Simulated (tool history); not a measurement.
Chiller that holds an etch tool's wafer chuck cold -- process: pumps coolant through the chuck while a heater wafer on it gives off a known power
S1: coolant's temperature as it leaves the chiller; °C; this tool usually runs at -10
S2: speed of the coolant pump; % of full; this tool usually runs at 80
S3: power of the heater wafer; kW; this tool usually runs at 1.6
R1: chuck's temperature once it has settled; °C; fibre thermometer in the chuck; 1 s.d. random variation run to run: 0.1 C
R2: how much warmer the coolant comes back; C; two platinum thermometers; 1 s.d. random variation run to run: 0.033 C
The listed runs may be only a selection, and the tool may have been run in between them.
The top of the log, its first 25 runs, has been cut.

run	hour	S1	S2	S3	R1	R2
26	1354.8	-4	61	2.39	21.7	8.76
27	1399.1	-4	61	2.39	21.7	8.64
28	1459.3	-4	61	2.39	21.7	8.69
29	1531.9	-14	90	1.07	-5.1	2.61
30	1607.1	-10	83	1.6	4	4.33
31	1679.9	-4	99	1.293	5.9	2.88
32	1724.1	-4	99	1.293	6	2.91
33	1771.6	-16	80	1.6	-1.6	4.39

Each row is a separate what-if for the run after 33, all from the same tool condition, not one after another. Results?
A	1848.1	-2	80	1.776	?	?
B	1848.1	-16	63	1.6	?	?
C	1848.1	-16	80	1.761	?	?

run	R1	R2
A	14	4.9
B	1	5.68
C	-0.3	4.87
The same runs, with their run-to-run variation unchanged, on a tool lacking any hidden condition would have given:
run	R1	R2
A	12.8	4.68
B	-0.3	5.42
C	-1.5	4.64

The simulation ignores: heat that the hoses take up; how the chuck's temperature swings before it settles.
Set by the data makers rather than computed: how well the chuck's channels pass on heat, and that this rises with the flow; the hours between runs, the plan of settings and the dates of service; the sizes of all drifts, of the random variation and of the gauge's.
